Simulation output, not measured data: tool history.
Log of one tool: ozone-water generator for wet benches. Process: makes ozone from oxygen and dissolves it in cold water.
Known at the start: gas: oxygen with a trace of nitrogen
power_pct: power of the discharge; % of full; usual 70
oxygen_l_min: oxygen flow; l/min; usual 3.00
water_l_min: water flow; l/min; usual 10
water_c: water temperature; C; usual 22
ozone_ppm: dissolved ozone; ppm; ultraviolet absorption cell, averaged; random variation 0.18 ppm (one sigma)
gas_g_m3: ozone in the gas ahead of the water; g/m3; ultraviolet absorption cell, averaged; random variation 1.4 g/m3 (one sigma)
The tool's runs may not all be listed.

{"run": 1, "day": 0.0, "power_pct": 70, "oxygen_l_min": 3.0, "water_l_min": 10, "water_c": 22, "ozone_ppm": 24.8, "gas_g_m3": 259.6}
{"run": 2, "day": 1.471, "power_pct": 78, "oxygen_l_min": 3.0, "water_l_min": 10, "water_c": 22, "ozone_ppm": 27.2, "gas_g_m3": 285.2}
{"run": 3, "day": 2.967, "power_pct": 78, "oxygen_l_min": 3.0, "water_l_min": 10, "water_c": 22, "ozone_ppm": 26.9, "gas_g_m3": 288.9}
{"run": 4, "day": 5.512, "power_pct": 70, "oxygen_l_min": 3.0, "water_l_min": 10, "water_c": 22, "ozone_ppm": 25.0, "gas_g_m3": 261.0}
{"run": 5, "day": 7.196, "power_pct": 70, "oxygen_l_min": 3.0, "water_l_min": 10, "water_c": 22, "ozone_ppm": 24.9, "gas_g_m3": 258.7}
{"run": 6, "day": 8.804, "power_pct": 70, "oxygen_l_min": 3.0, "water_l_min": 10, "water_c": 22, "ozone_ppm": 24.7, "gas_g_m3": 259.0}
{"run": 7, "day": 10.346, "power_pct": 70, "oxygen_l_min": 3.0, "water_l_min": 10, "water_c": 22, "ozone_ppm": 24.9, "gas_g_m3": 260.1}
{"run": 8, "day": 11.746, "power_pct": 70, "oxygen_l_min": 3.0, "water_l_min": 10, "water_c": 22, "ozone_ppm": 25.2, "gas_g_m3": 258.6}
{"run": 9, "day": 13.221, "power_pct": 70, "oxygen_l_min": 3.0, "water_l_min": 10, "water_c": 22, "ozone_ppm": 24.9, "gas_g_m3": 258.4}
{"run": 10, "day": 14.438, "power_pct": 70, "oxygen_l_min": 3.0, "water_l_min": 10, "water_c": 22, "ozone_ppm": 24.4, "gas_g_m3": 258.6}
{"run": 11, "day": 15.55, "power_pct": 70, "oxygen_l_min": 3.0, "water_l_min": 10, "water_c": 22, "ozone_ppm": 24.9, "gas_g_m3": 256.4}
{"day": 15.783, "done": "water thermometer calibrated"}
{"run": 12, "day": 17.888, "power_pct": 70, "oxygen_l_min": 3.0, "water_l_min": 10, "water_c": 22, "ozone_ppm": 24.7, "gas_g_m3": 258.3}
{"run": 13, "day": 19.012, "power_pct": 70, "oxygen_l_min": 3.0, "water_l_min": 10, "water_c": 22, "ozone_ppm": 24.2, "gas_g_m3": 257.1}
{"run": 14, "day": 20.733, "power_pct": 45, "oxygen_l_min": 3.0, "water_l_min": 10, "water_c": 22, "ozone_ppm": 16.6, "gas_g_m3": 176.3}
{"run": 15, "day": 22.138, "power_pct": 45, "oxygen_l_min": 3.0, "water_l_min": 10, "water_c": 22, "ozone_ppm": 16.9, "gas_g_m3": 177.7}
{"day": 23.858, "done": "water thermometer calibrated, once more"}
{"run": 16, "day": 24.617, "power_pct": 45, "oxygen_l_min": 3.0, "water_l_min": 10, "water_c": 22, "ozone_ppm": 16.7, "gas_g_m3": 176.7}
{"run": 17, "day": 26.929, "power_pct": 45, "oxygen_l_min": 3.0, "water_l_min": 10, "water_c": 22, "ozone_ppm": 16.7, "gas_g_m3": 176.9}
{"run": 18, "day": 28.454, "power_pct": 100, "oxygen_l_min": 2.85, "water_l_min": 12, "water_c": 17, "ozone_ppm": 31.1, "gas_g_m3": 359.0}
{"run": 19, "day": 30.779, "power_pct": 100, "oxygen_l_min": 2.85, "water_l_min": 12, "water_c": 17, "ozone_ppm": 30.9, "gas_g_m3": 362.2}
{"run": 20, "day": 32.417, "power_pct": 84, "oxygen_l_min": 3.0, "water_l_min": 10, "water_c": 22, "ozone_ppm": 28.7, "gas_g_m3": 301.5}
{"run": 21, "day": 34.246, "power_pct": 46, "oxygen_l_min": 1.62, "water_l_min": 14, "water_c": 20, "ozone_ppm": 12.6, "gas_g_m3": 247.5}
{"run": 22, "day": 36.692, "power_pct": 46, "oxygen_l_min": 1.62, "water_l_min": 14, "water_c": 19, "ozone_ppm": 12.7, "gas_g_m3": 248.0}
{"run": 23, "day": 39.125, "power_pct": 46, "oxygen_l_min": 1.62, "water_l_min": 14, "water_c": 23, "ozone_ppm": 12.1, "gas_g_m3": 247.4}
{"run": 24, "day": 41.583, "power_pct": 88, "oxygen_l_min": 2.52, "water_l_min": 9, "water_c": 22, "ozone_ppm": 32.2, "gas_g_m3": 343.5}
{"run": 25, "day": 42.921, "power_pct": 88, "oxygen_l_min": 2.52, "water_l_min": 9, "water_c": 22, "ozone_ppm": 32.2, "gas_g_m3": 342.7}
{"run": 26, "day": 45.162, "power_pct": 62, "oxygen_l_min": 3.0, "water_l_min": 11, "water_c": 21, "ozone_ppm": 20.7, "gas_g_m3": 231.5}
{"run": 27, "day": 46.3, "power_pct": 70, "oxygen_l_min": 3.0, "water_l_min": 14, "water_c": 16, "ozone_ppm": 20.3, "gas_g_m3": 258.1}
{"run": 28, "day": 48.583, "power_pct": 70, "oxygen_l_min": 3.57, "water_l_min": 10, "water_c": 22, "ozone_ppm": 24.1, "gas_g_m3": 232.6}
{"run": 29, "day": 50.329, "power_pct": 70, "oxygen_l_min": 3.57, "water_l_min": 10, "water_c": 22, "ozone_ppm": 24.1, "gas_g_m3": 233.4}
{"run": 30, "day": 51.646, "power_pct": 70, "oxygen_l_min": 3.57, "water_l_min": 10, "water_c": 22, "ozone_ppm": 24.0, "gas_g_m3": 235.0}
{"run": 31, "day": 53.738, "power_pct": 50, "oxygen_l_min": 3.57, "water_l_min": 6, "water_c": 22, "ozone_ppm": 24.4, "gas_g_m3": 176.6}
{"run": 32, "day": 55.858, "power_pct": 50, "oxygen_l_min": 3.57, "water_l_min": 8, "water_c": 22, "ozone_ppm": 20.7, "gas_g_m3": 175.3}

Forecast each of these 5 alternatives for the next run:
{"run": "A", "day": 57.354, "power_pct": 50, "oxygen_l_min": 3.2, "water_l_min": 8, "water_c": 22, "ozone_ppm": "?", "gas_g_m3": "?"}
{"run": "B", "day": 57.354, "power_pct": 74, "oxygen_l_min": 3.57, "water_l_min": 9, "water_c": 22, "ozone_ppm": "?", "gas_g_m3": "?"}
{"run": "C", "day": 57.354, "power_pct": 42, "oxygen_l_min": 3.0, "water_l_min": 10, "water_c": 23, "ozone_ppm": "?", "gas_g_m3": "?"}
{"run": "D", "day": 57.354, "power_pct": 50, "oxygen_l_min": 3.57, "water_l_min": 16, "water_c": 22, "ozone_ppm": "?", "gas_g_m3": "?"}
{"run": "E", "day": 57.354, "power_pct": 58, "oxygen_l_min": 3.57, "water_l_min": 7, "water_c": 22, "ozone_ppm": "?", "gas_g_m3": "?"}

run=A ozone_ppm=21.3 gas_g_m3=186.4
run=B ozone_ppm=26.7 gas_g_m3=245.2
run=C ozone_ppm=15.3 gas_g_m3=165.5
run=D ozone_ppm=13.0 gas_g_m3=174.5
run=E ozone_ppm=25.6 gas_g_m3=198.3
Without the tool's hidden state the same runs would have given:
run=A ozone_ppm=22.1 gas_g_m3=189.2
run=B ozone_ppm=27.9 gas_g_m3=250.7
run=C ozone_ppm=15.9 gas_g_m3=167.4
run=D ozone_ppm=13.5 gas_g_m3=177.1
run=E ozone_ppm=26.6 gas_g_m3=201.8
